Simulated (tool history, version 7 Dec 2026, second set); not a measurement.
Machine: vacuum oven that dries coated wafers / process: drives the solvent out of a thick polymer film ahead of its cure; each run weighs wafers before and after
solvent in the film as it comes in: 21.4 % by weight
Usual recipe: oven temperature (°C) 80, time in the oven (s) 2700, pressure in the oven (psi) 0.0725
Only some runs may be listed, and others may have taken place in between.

| run | day | oven temperature (°C) | time in the oven (s) | pressure in the oven (psi) | solvent left in the film (%) |
|---|---|---|---|---|---|
| 1 | 0.000 | 80 | 2700 | 0.0725 | 1.11 |
| 2 | 2.475 | 80 | 2700 | 0.0725 | 1.11 |
| 3 | 5.058 | 80 | 2700 | 0.0725 | 1.15 |
| 4 | 6.796 | 80 | 2700 | 0.0725 | 1.17 |
| 5 | 9.812 | 80 | 2700 | 0.0725 | 1.22 |
| 6 | 13.179 | 80 | 2700 | 0.0725 | 1.18 |
| 7 | 15.171 | 80 | 2700 | 0.0725 | 1.31 |
| 8 | 17.429 | 80 | 2700 | 0.0725 | 1.25 |
| 9 | 19.621 | 80 | 2700 | 0.0725 | 1.22 |
| 10 | 22.571 | 80 | 2700 | 0.0725 | 1.31 |
| 11 | 25.212 | 69 | 2700 | 0.0725 | 4.32 |
| 12 | 27.279 | 80 | 2700 | 0.2351 | 2.18 |
| 13 | 29.938 | 80 | 2700 | 0.2351 | 1.89 |
| 14 | 32.658 | 80 | 2700 | 0.1182 | 1.28 |
| 15 | 35.838 | 80 | 2700 | 0.1182 | 1.27 |
| 16 | 37.758 | 68 | 1560 | 0.0538 | 7.57 |
| 17 | 40.158 | 92 | 2700 | 0.0725 | 0.28 |

Not shown: 2 entries that the log had between the listed runs. Between which runs, and how does the tool's hidden state differ before and after?
Runs 9 to 10: vacuum gauge cleaned of residue and calibrated (day 19.967)
  true wafer temperature over the reading, C: -0.87 -> -0.93; true pressure over the reading, kPa: 0.252 -> 0.399
  measured less the result without the state, solvent left in the film (%): +0.29 -> +0.41
Runs 12 to 13: vacuum gauge cleaned of residue and calibrated, once more (day 29.900)
  true wafer temperature over the reading, C: -1.03 -> -1.09; true pressure over the reading, kPa: 0.42 -> -0.006
  measured less the result without the state, solvent left in the film (%): +0.46 -> +0.18
